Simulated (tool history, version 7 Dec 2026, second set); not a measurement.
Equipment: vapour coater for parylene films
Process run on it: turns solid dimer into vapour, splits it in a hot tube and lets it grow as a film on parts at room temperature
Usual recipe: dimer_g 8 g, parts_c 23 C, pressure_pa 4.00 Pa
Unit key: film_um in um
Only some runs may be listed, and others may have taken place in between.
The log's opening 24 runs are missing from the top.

run	hour	dimer_g	parts_c	pressure_pa	film_um
25	1338.4	6	21	3.67	5.38
26	1401.6	8	24	4.00	6.75
27	1433.1	12	25	4.00	9.89
# hour 1488.8: trap's valve overhauled
28	1507.1	12	25	4.00	10.55
29	1557.4	12	25	4.00	10.51
30	1590.5	8	20	4.00	7.49
31	1645.8	8	20	4.00	7.48
32	1714.5	8	20	2.62	7.89
33	1772.3	8	29	7.45	5.61
34	1825.9	8	29	7.45	5.51
# hour 1859.6: trap's valve overhauled
35	1878.0	8	29	7.45	5.89
36	1911.7	8	29	7.45	5.86
37	1959.7	8	29	7.45	5.84
38	2027.2	7	23	5.83	5.75
39	2078.4	7	23	5.83	5.72

What if the next run were any one of these 5? Each begins from the tool's condition after run 39:
A	2139.6	3	32	3.40	?
B	2139.6	8	23	4.00	?
C	2139.6	7	23	4.28	?
D	2139.6	3	26	4.43	?
E	2139.6	7	23	2.18	?

run	film_um
A	2.33
B	6.89
C	5.94
D	2.46
E	6.75
With the hidden condition removed and each run's random variation left untouched, the same runs would have given:
run	film_um
A	2.45
B	7.24
C	6.25
D	2.59
E	7.10

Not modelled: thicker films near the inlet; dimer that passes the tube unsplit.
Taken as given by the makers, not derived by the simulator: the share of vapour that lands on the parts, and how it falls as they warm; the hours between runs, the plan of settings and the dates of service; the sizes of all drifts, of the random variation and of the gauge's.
